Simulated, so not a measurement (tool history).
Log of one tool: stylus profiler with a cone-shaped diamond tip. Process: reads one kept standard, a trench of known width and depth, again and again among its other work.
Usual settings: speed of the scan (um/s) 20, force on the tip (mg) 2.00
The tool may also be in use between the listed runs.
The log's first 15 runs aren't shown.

run    hour  speed of the scan (um/s)  force on the tip (mg)  depth of the trench (nm)  width of the trench's floor (nm)
 16  1136.8                        20                   2.00                    101.23                             98510
 17  1190.6                        55                   2.89                    101.55                             98410
 18  1280.9                        18                   1.29                    100.98                             98510
 19  1374.5                         7                   0.72                    100.62                             98490
 20  1461.3                         8                   4.49                    102.00                             98560
 21  1531.9                         8                   4.49                    102.09                             98530
 22  1638.5                         5                   1.96                    101.07                             98560
 23  1703.7                         5                   1.96                    101.10                             98580
 24  1776.5                         5                   1.96                    101.26                             98610
 25  1851.7                         9                   0.96                    100.82                             98560
 26  1930.2                        21                   2.09                    101.33                             98520
 27  2034.5                         7                   0.93                    100.62                             98570
 28  2115.4                         7                   5.51                    102.41                             98570
 29  2166.6                         6                   1.50                    100.91                             98570
 30  2248.1                         8                   3.62                    101.87                             98560
     2295.3  -- height scale calibrated on a step standard
 31  2335.2                         7                   0.80                    100.49                             98450

What if the next run were any one of these 3? Each begins from the tool's condition after run 31:
  A  2385.0                        20                   0.70                         ?                                 ?
  B  2385.0                        66                   0.75                         ?                                 ?
  C  2385.0                        74                   2.00                         ?                                 ?

run  depth of the trench (nm)  width of the trench's floor (nm)
  A                    100.68                             98410
  B                    100.60                             98060
  C                    101.11                             98200
Take away the tool's hidden state, keep each run's random variation, and the runs would have read:
run  depth of the trench (nm)  width of the trench's floor (nm)
  A                    100.68                             98420
  B                    100.60                             98060
  C                    101.11                             98210

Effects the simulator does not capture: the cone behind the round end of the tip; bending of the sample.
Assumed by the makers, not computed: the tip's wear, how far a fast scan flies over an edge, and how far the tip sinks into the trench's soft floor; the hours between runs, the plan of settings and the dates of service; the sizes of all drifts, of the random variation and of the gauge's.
